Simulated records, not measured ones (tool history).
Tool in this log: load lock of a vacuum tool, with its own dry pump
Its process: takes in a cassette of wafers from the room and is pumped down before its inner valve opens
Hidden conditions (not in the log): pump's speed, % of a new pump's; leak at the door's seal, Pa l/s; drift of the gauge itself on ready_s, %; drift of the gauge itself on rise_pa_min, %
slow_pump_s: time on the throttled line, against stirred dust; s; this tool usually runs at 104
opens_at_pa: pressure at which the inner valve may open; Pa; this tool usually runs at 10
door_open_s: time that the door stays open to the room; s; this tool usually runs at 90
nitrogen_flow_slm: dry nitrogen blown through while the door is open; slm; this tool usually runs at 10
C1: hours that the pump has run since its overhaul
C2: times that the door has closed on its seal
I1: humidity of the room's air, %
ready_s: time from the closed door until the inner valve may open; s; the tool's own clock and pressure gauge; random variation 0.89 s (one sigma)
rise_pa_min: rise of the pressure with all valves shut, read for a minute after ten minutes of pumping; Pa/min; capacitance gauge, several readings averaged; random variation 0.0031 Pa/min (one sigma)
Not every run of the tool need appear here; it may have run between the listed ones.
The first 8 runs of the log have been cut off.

run 9 hour=2579.9 | slow_pump_s=104 opens_at_pa=10 door_open_s=90 nitrogen_flow_slm=10 | C1=2986 C2=52777 | I1=43.3 | ready_s=156.2 rise_pa_min=0.488
run 10 hour=2865.7 | slow_pump_s=104 opens_at_pa=10 door_open_s=90 nitrogen_flow_slm=10 | C1=3272 C2=54115 | I1=41.5 | ready_s=156.6 rise_pa_min=0.486
run 11 hour=3207.6 | slow_pump_s=104 opens_at_pa=10 door_open_s=158 nitrogen_flow_slm=10 | C1=3614 C2=55716 | I1=44.3 | ready_s=157.8 rise_pa_min=0.562
-- hour=3477.7 door's seal changed, seat wiped
run 12 hour=3532.9 | slow_pump_s=104 opens_at_pa=10 door_open_s=158 nitrogen_flow_slm=10 | C1=3938 C2=259 | I1=45.4 | ready_s=157 rise_pa_min=0.103
run 13 hour=3902.6 | slow_pump_s=104 opens_at_pa=10 door_open_s=158 nitrogen_flow_slm=10 | C1=4307 C2=1990 | I1=48.2 | ready_s=157.2 rise_pa_min=0.11
run 14 hour=4191.7 | slow_pump_s=104 opens_at_pa=10 door_open_s=158 nitrogen_flow_slm=11 | C1=4596 C2=3343 | I1=48 | ready_s=156.2 rise_pa_min=0.113
run 15 hour=4613.5 | slow_pump_s=104 opens_at_pa=10 door_open_s=158 nitrogen_flow_slm=11 | C1=5018 C2=5318 | I1=44.9 | ready_s=157.4 rise_pa_min=0.122
run 16 hour=4924.9 | slow_pump_s=104 opens_at_pa=10 door_open_s=90 nitrogen_flow_slm=10 | C1=5330 C2=6776 | I1=44.9 | ready_s=157.9 rise_pa_min=0.1
run 17 hour=5175.9 | slow_pump_s=104 opens_at_pa=10 door_open_s=90 nitrogen_flow_slm=10 | C1=5581 C2=7951 | I1=45.5 | ready_s=157.1 rise_pa_min=0.099
run 18 hour=5603.5 | slow_pump_s=104 opens_at_pa=10 door_open_s=90 nitrogen_flow_slm=10 | C1=6008 C2=9953 | I1=42 | ready_s=157.9 rise_pa_min=0.106
run 19 hour=5840.2 | slow_pump_s=104 opens_at_pa=10 door_open_s=90 nitrogen_flow_slm=10 | C1=6245 C2=11061 | I1=46.3 | ready_s=156.5 rise_pa_min=0.114
run 20 hour=6127.2 | slow_pump_s=62 opens_at_pa=10 door_open_s=84 nitrogen_flow_slm=10 | C1=6532 C2=12405 | I1=46.6 | ready_s=121.8 rise_pa_min=0.123
run 21 hour=6424.1 | slow_pump_s=62 opens_at_pa=16 door_open_s=84 nitrogen_flow_slm=18 | C1=6829 C2=13795 | I1=45.6 | ready_s=118.1 rise_pa_min=0.117

Forecast run 22:
run 22 hour=6845.7 | slow_pump_s=62 opens_at_pa=19 door_open_s=84 nitrogen_flow_slm=18 | C1=7250 C2=15769 | I1=46.4 | ready_s=? rise_pa_min=?

{"run 22": {"ready_s": 116, "rise_pa_min": 0.12}}
Were there no unlogged condition in the tool, this run, its random variation unchanged, would have produced ready_s 114.2 s, rise_pa_min 0.054 Pa/min.
